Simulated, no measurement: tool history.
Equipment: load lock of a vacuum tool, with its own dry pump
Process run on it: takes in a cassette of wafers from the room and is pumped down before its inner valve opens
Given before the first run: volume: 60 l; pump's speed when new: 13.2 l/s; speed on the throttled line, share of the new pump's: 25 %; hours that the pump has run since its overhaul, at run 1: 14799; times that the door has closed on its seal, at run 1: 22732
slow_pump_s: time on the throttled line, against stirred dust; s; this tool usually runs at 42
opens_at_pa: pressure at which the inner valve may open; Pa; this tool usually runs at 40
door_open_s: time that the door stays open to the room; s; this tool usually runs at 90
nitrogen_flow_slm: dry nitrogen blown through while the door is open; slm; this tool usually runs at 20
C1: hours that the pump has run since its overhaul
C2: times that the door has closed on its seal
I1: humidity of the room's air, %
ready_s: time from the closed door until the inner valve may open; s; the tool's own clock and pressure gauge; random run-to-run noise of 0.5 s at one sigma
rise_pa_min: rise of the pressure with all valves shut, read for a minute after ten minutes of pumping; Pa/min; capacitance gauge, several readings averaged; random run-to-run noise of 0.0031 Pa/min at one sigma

Run 1, hour 0.0: usual settings; C1 14799; C2 22732; I1 46.6. Result: ready_s 72.3 s, rise_pa_min 0.165 Pa/min.
Run 2, hour 253.7: usual settings; C1 15053; C2 23349; I1 45.9. Result: ready_s 73.7 s, rise_pa_min 0.173 Pa/min.
Run 3, hour 537.3: usual settings; C1 15336; C2 24038; I1 46.8. Result: ready_s 73.7 s, rise_pa_min 0.178 Pa/min.
Run 4, hour 809.4: usual settings; C1 15609; C2 24700; I1 44.0. Result: ready_s 73.4 s, rise_pa_min 0.173 Pa/min.
Run 5, hour 1037.6: usual settings; C1 15837; C2 25254; I1 46.9. Result: ready_s 74.5 s, rise_pa_min 0.181 Pa/min.
Run 6, hour 1208.5: usual settings; C1 16008; C2 25670; I1 46.1. Result: ready_s 74.6 s, rise_pa_min 0.178 Pa/min.
Run 7, hour 1425.1: usual settings; C1 16224; C2 26196; I1 45.2. Result: ready_s 74.7 s, rise_pa_min 0.187 Pa/min.
Run 8, hour 1656.9: usual settings; C1 16456; C2 26760; I1 43.2. Result: ready_s 75.0 s, rise_pa_min 0.191 Pa/min.
Run 9, hour 1933.3: usual settings; C1 16733; C2 27432; I1 49.3. Result: ready_s 73.9 s, rise_pa_min 0.198 Pa/min.
Run 10, hour 2183.6: usual settings but slow_pump_s 23 s; C1 16983; C2 28040; I1 45.7. Result: ready_s 62.2 s, rise_pa_min 0.196 Pa/min.
Run 11, hour 2330.7: usual settings but slow_pump_s 23 s; C1 17130; C2 28398; I1 48.3. Result: ready_s 63.0 s, rise_pa_min 0.209 Pa/min.
Run 12, hour 2494.5: usual settings but slow_pump_s 40 s; C1 17294; C2 28796; I1 40.7. Result: ready_s 73.0 s, rise_pa_min 0.199 Pa/min.
Run 13, hour 2766.4: usual settings but slow_pump_s 40 s; C1 17566; C2 29457; I1 46.0. Result: ready_s 73.3 s, rise_pa_min 0.221 Pa/min.
Run 14, hour 2963.7: usual settings; C1 17763; C2 29936; I1 45.7. Result: ready_s 74.7 s, rise_pa_min 0.219 Pa/min.
At hour 3067.4: dry pump taken out, an overhauled one fitted.
Run 15, hour 3094.4: usual settings but door_open_s 70 s; C1 27; C2 30239; I1 44.6. Result: ready_s 67.1 s, rise_pa_min 0.211 Pa/min.
Run 16, hour 3315.1: usual settings but slow_pump_s 62 s; C1 248; C2 30776; I1 46.3. Result: ready_s 81.8 s, rise_pa_min 0.225 Pa/min.
Run 17, hour 3493.3: usual settings but slow_pump_s 53 s; C1 426; C2 31209; I1 47.1. Result: ready_s 76.0 s, rise_pa_min 0.231 Pa/min.
Run 18, hour 3777.9: usual settings but slow_pump_s 53 s; C1 710; C2 31901; I1 44.0. Result: ready_s 76.1 s, rise_pa_min 0.234 Pa/min.
Run 19, hour 3896.6: usual settings but slow_pump_s 73 s, opens_at_pa 38 Pa, door_open_s 83 s, nitrogen_flow_slm 6 slm; C1 829; C2 32189; I1 49.0. Result: ready_s 90.6 s, rise_pa_min 0.256 Pa/min.
Run 20, hour 4068.7: usual settings but slow_pump_s 73 s, opens_at_pa 38 Pa, door_open_s 83 s, nitrogen_flow_slm 6 slm; C1 1001; C2 32607; I1 47.7. Result: ready_s 92.6 s, rise_pa_min 0.266 Pa/min.
Run 21, hour 4285.8: usual settings but slow_pump_s 73 s, opens_at_pa 38 Pa, door_open_s 83 s, nitrogen_flow_slm 6 slm; C1 1218; C2 33135; I1 47.1. Result: ready_s 90.0 s, rise_pa_min 0.263 Pa/min.
Run 22, hour 4498.4: usual settings but slow_pump_s 73 s, opens_at_pa 38 Pa, door_open_s 83 s, nitrogen_flow_slm 6 slm; C1 1431; C2 33652; I1 47.0. Result: ready_s 91.1 s, rise_pa_min 0.272 Pa/min.
Run 23, hour 4650.2: usual settings but slow_pump_s 45 s, door_open_s 123 s, nitrogen_flow_slm 6 slm; C1 1583; C2 34021; I1 44.8. Result: ready_s 70.6 s, rise_pa_min 0.290 Pa/min.
Run 24, hour 4834.9: usual settings but slow_pump_s 35 s, opens_at_pa 30 Pa, door_open_s 66 s, nitrogen_flow_slm 7 slm; C1 1767; C2 34470; I1 44.6. Result: ready_s 63.5 s, rise_pa_min 0.262 Pa/min.
Run 25, hour 5082.8: usual settings but slow_pump_s 35 s, opens_at_pa 30 Pa, door_open_s 66 s, nitrogen_flow_slm 7 slm; C1 2015; C2 35073; I1 41.8. Result: ready_s 64.2 s, rise_pa_min 0.264 Pa/min.
Run 26, hour 5298.7: usual settings but slow_pump_s 38 s, opens_at_pa 29 Pa, door_open_s 41 s, nitrogen_flow_slm 21 slm; C1 2231; C2 35597; I1 45.7. Result: ready_s 66.6 s, rise_pa_min 0.244 Pa/min.
Run 27, hour 5476.3: usual settings but opens_at_pa 31 Pa, door_open_s 25 s; C1 2409; C2 36029; I1 45.4. Result: ready_s 68.3 s, rise_pa_min 0.239 Pa/min.
Run 28, hour 5677.2: usual settings but opens_at_pa 31 Pa, door_open_s 126 s; C1 2610; C2 36517; I1 44.8. Result: ready_s 69.9 s, rise_pa_min 0.286 Pa/min.
Run 29, hour 5958.9: usual settings but slow_pump_s 25 s, opens_at_pa 56 Pa, door_open_s 58 s, nitrogen_flow_slm 27 slm; C1 2891; C2 37202; I1 45.2. Result: ready_s 53.1 s, rise_pa_min 0.267 Pa/min.
Run 30, hour 6210.0: usual settings but slow_pump_s 25 s, opens_at_pa 56 Pa, door_open_s 58 s, nitrogen_flow_slm 27 slm; C1 3143; C2 37812; I1 41.2. Result: ready_s 54.2 s, rise_pa_min 0.274 Pa/min.
Run 31, hour 6476.1: usual settings but slow_pump_s 25 s, opens_at_pa 56 Pa, door_open_s 58 s, nitrogen_flow_slm 27 slm; C1 3409; C2 38459; I1 43.4. Result: ready_s 53.6 s, rise_pa_min 0.276 Pa/min.
Run 32, hour 6606.1: usual settings but slow_pump_s 80 s, door_open_s 87 s, nitrogen_flow_slm 5 slm; C1 3539; C2 38775; I1 50.5. Result: ready_s 95.7 s, rise_pa_min 0.335 Pa/min.
Run 33, hour 6831.0: usual settings but opens_at_pa 31 Pa, door_open_s 184 s, nitrogen_flow_slm 8 slm; C1 3764; C2 39322; I1 43.3. Result: ready_s 69.7 s, rise_pa_min 0.356 Pa/min.
Run 34, hour 7060.7: usual settings but slow_pump_s 36 s; C1 3993; C2 39880; I1 46.9. Result: ready_s 63.2 s, rise_pa_min 0.307 Pa/min.
Run 35, hour 7299.3: usual settings but slow_pump_s 74 s, door_open_s 48 s, nitrogen_flow_slm 5 slm; C1 4232; C2 40460; I1 44.4. Result: ready_s 92.8 s, rise_pa_min 0.319 Pa/min.
Run 36, hour 7499.4: usual settings but slow_pump_s 52 s, door_open_s 78 s, nitrogen_flow_slm 33 slm; C1 4432; C2 40946; I1 46.9. Result: ready_s 76.7 s, rise_pa_min 0.311 Pa/min.

Below, each run's measurement less what the same run would have read without the hidden state. Both values contain the same run-to-run variation, but the gauge's scatter may not be the same in both:
Hidden conditions of the tool in this case: pump's speed, % of a new pump's; leak at the door's seal, Pa l/s; drift of the gauge itself on ready_s, %; drift of the gauge itself on rise_pa_min, %.
run  ready_s  rise_pa_min
  1     +6.2       +0.103
  2     +6.3       +0.107
  3     +6.4       +0.113
  4     +6.6       +0.117
  5     +6.8       +0.121
  6     +6.9       +0.123
  7     +6.9       +0.129
  8     +7.1       +0.133
  9     +7.2       +0.136
 10     +8.7       +0.142
 11     +8.8       +0.145
 12     +7.5       +0.147
 13     +7.7       +0.155
 14     +7.8       +0.161
 15     -0.3       +0.158
 16     -0.2       +0.165
 17     -0.2       +0.171
 18     -0.1       +0.176
 19     +0.0       +0.175
 20     +0.0       +0.182
 21     +0.0       +0.183
 22     +0.1       +0.191
 23     +0.1       +0.195
 24     +0.2       +0.199
 25     +0.4       +0.205
 26     +0.5       +0.210
 27     +0.4       +0.212
 28     +0.6       +0.219
 29     +0.7       +0.230
 30     +0.9       +0.232
 31     +0.9       +0.239
 32     +0.5       +0.239
 33     +1.0       +0.248
 34     +1.1       +0.251
 35     +0.7       +0.260
 36     +1.1       +0.266
